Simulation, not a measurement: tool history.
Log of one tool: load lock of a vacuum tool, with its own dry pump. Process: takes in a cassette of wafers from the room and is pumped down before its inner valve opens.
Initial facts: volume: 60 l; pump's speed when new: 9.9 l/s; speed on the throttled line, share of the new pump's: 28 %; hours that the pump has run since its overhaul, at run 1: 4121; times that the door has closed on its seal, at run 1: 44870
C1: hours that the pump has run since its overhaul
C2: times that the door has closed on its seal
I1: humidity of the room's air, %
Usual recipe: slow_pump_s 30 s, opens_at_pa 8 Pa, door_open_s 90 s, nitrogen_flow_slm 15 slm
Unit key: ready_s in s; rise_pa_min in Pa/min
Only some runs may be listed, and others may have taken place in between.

{"run": 1, "day": 0.0, "slow_pump_s": 30, "opens_at_pa": 8, "door_open_s": 90, "nitrogen_flow_slm": 15, "C1": 4121, "C2": 44870, "I1": 45.2, "ready_s": 82.7, "rise_pa_min": 0.329}
{"run": 2, "day": 4.521, "slow_pump_s": 30, "opens_at_pa": 8, "door_open_s": 90, "nitrogen_flow_slm": 15, "C1": 4230, "C2": 45372, "I1": 44.1, "ready_s": 82.9, "rise_pa_min": 0.328}
{"run": 3, "day": 7.562, "slow_pump_s": 30, "opens_at_pa": 15, "door_open_s": 90, "nitrogen_flow_slm": 15, "C1": 4303, "C2": 45709, "I1": 44.3, "ready_s": 79.2, "rise_pa_min": 0.332}
{"run": 4, "day": 10.371, "slow_pump_s": 30, "opens_at_pa": 15, "door_open_s": 90, "nitrogen_flow_slm": 15, "C1": 4370, "C2": 46020, "I1": 49.0, "ready_s": 79.2, "rise_pa_min": 0.339}
{"run": 5, "day": 14.712, "slow_pump_s": 30, "opens_at_pa": 15, "door_open_s": 90, "nitrogen_flow_slm": 15, "C1": 4474, "C2": 46502, "I1": 44.4, "ready_s": 79.1, "rise_pa_min": 0.338}
{"run": 6, "day": 16.783, "slow_pump_s": 30, "opens_at_pa": 15, "door_open_s": 41, "nitrogen_flow_slm": 15, "C1": 4524, "C2": 46732, "I1": 41.5, "ready_s": 78.2, "rise_pa_min": 0.32}
{"run": 7, "day": 21.458, "slow_pump_s": 30, "opens_at_pa": 13, "door_open_s": 90, "nitrogen_flow_slm": 15, "C1": 4636, "C2": 47250, "I1": 46.4, "ready_s": 79.4, "rise_pa_min": 0.342}
{"run": 8, "day": 23.9, "slow_pump_s": 30, "opens_at_pa": 13, "door_open_s": 90, "nitrogen_flow_slm": 36, "C1": 4695, "C2": 47521, "I1": 42.1, "ready_s": 79.5, "rise_pa_min": 0.329}
{"run": 9, "day": 27.283, "slow_pump_s": 30, "opens_at_pa": 8, "door_open_s": 37, "nitrogen_flow_slm": 15, "C1": 4776, "C2": 47896, "I1": 44.7, "ready_s": 83.2, "rise_pa_min": 0.331}
{"run": 10, "day": 30.821, "slow_pump_s": 30, "opens_at_pa": 8, "door_open_s": 90, "nitrogen_flow_slm": 36, "C1": 4861, "C2": 48289, "I1": 47.6, "ready_s": 83.6, "rise_pa_min": 0.337}
{"run": 11, "day": 34.6, "slow_pump_s": 25, "opens_at_pa": 8, "door_open_s": 90, "nitrogen_flow_slm": 36, "C1": 4952, "C2": 48708, "I1": 45.3, "ready_s": 80.0, "rise_pa_min": 0.342}
{"run": 12, "day": 37.892, "slow_pump_s": 25, "opens_at_pa": 8, "door_open_s": 90, "nitrogen_flow_slm": 36, "C1": 5030, "C2": 49073, "I1": 45.5, "ready_s": 79.0, "rise_pa_min": 0.353}
{"run": 13, "day": 42.017, "slow_pump_s": 25, "opens_at_pa": 8, "door_open_s": 90, "nitrogen_flow_slm": 36, "C1": 5130, "C2": 49531, "I1": 44.6, "ready_s": 78.9, "rise_pa_min": 0.349}
{"run": 14, "day": 44.242, "slow_pump_s": 16, "opens_at_pa": 13, "door_open_s": 90, "nitrogen_flow_slm": 15, "C1": 5183, "C2": 49778, "I1": 46.8, "ready_s": 70.0, "rise_pa_min": 0.371}
{"run": 15, "day": 48.721, "slow_pump_s": 26, "opens_at_pa": 12, "door_open_s": 171, "nitrogen_flow_slm": 7, "C1": 5290, "C2": 50274, "I1": 46.4, "ready_s": 78.2, "rise_pa_min": 0.403}
{"run": 16, "day": 52.817, "slow_pump_s": 38, "opens_at_pa": 13, "door_open_s": 26, "nitrogen_flow_slm": 28, "C1": 5389, "C2": 50729, "I1": 46.2, "ready_s": 85.6, "rise_pa_min": 0.354}
{"run": 17, "day": 55.033, "slow_pump_s": 54, "opens_at_pa": 8, "door_open_s": 69, "nitrogen_flow_slm": 15, "C1": 5442, "C2": 50974, "I1": 43.2, "ready_s": 101.2, "rise_pa_min": 0.372}
{"run": 18, "day": 58.7, "slow_pump_s": 54, "opens_at_pa": 8, "door_open_s": 69, "nitrogen_flow_slm": 15, "C1": 5530, "C2": 51381, "I1": 47.4, "ready_s": 101.2, "rise_pa_min": 0.382}
{"run": 19, "day": 61.508, "slow_pump_s": 43, "opens_at_pa": 8, "door_open_s": 138, "nitrogen_flow_slm": 15, "C1": 5597, "C2": 51693, "I1": 45.4, "ready_s": 93.1, "rise_pa_min": 0.399}
{"run": 20, "day": 63.583, "slow_pump_s": 57, "opens_at_pa": 8, "door_open_s": 125, "nitrogen_flow_slm": 12, "C1": 5647, "C2": 51923, "I1": 44.9, "ready_s": 102.4, "rise_pa_min": 0.409}
{"run": 21, "day": 68.05, "slow_pump_s": 57, "opens_at_pa": 8, "door_open_s": 125, "nitrogen_flow_slm": 12, "C1": 5754, "C2": 52418, "I1": 46.4, "ready_s": 103.2, "rise_pa_min": 0.41}
{"run": 22, "day": 72.396, "slow_pump_s": 30, "opens_at_pa": 11, "door_open_s": 90, "nitrogen_flow_slm": 24, "C1": 5859, "C2": 52900, "I1": 44.7, "ready_s": 81.2, "rise_pa_min": 0.39}
{"run": 23, "day": 76.262, "slow_pump_s": 30, "opens_at_pa": 8, "door_open_s": 28, "nitrogen_flow_slm": 14, "C1": 5951, "C2": 53329, "I1": 45.0, "ready_s": 84.6, "rise_pa_min": 0.385}
{"run": 24, "day": 79.879, "slow_pump_s": 21, "opens_at_pa": 9, "door_open_s": 90, "nitrogen_flow_slm": 15, "C1": 6038, "C2": 53730, "I1": 49.3, "ready_s": 77.3, "rise_pa_min": 0.42}
{"run": 25, "day": 83.267, "slow_pump_s": 56, "opens_at_pa": 12, "door_open_s": 90, "nitrogen_flow_slm": 21, "C1": 6120, "C2": 54106, "I1": 44.1, "ready_s": 99.5, "rise_pa_min": 0.407}

Consider 3 possible next runs. They are alternatives, not a sequence: every one starts from the tool as it was left by run 25. What does each give?
{"run": "A", "day": 85.321, "slow_pump_s": 33, "opens_at_pa": 6, "door_open_s": 90, "nitrogen_flow_slm": 21, "C1": 6169, "C2": 54334, "I1": 44.9, "ready_s": "?", "rise_pa_min": "?"}
{"run": "B", "day": 85.321, "slow_pump_s": 52, "opens_at_pa": 12, "door_open_s": 113, "nitrogen_flow_slm": 17, "C1": 6169, "C2": 54334, "I1": 45.3, "ready_s": "?", "rise_pa_min": "?"}
{"run": "C", "day": 85.321, "slow_pump_s": 30, "opens_at_pa": 8, "door_open_s": 90, "nitrogen_flow_slm": 35, "C1": 6169, "C2": 54334, "I1": 45.6, "ready_s": "?", "rise_pa_min": "?"}

run=A ready_s=88.0 rise_pa_min=0.416
run=B ready_s=95.5 rise_pa_min=0.422
run=C ready_s=84.4 rise_pa_min=0.401
Stripped of hidden state, with their random variation kept, the same runs would have yielded:
run=A ready_s=83.3 rise_pa_min=0.045
run=B ready_s=91.8 rise_pa_min=0.055
run=C ready_s=79.8 rise_pa_min=0.033
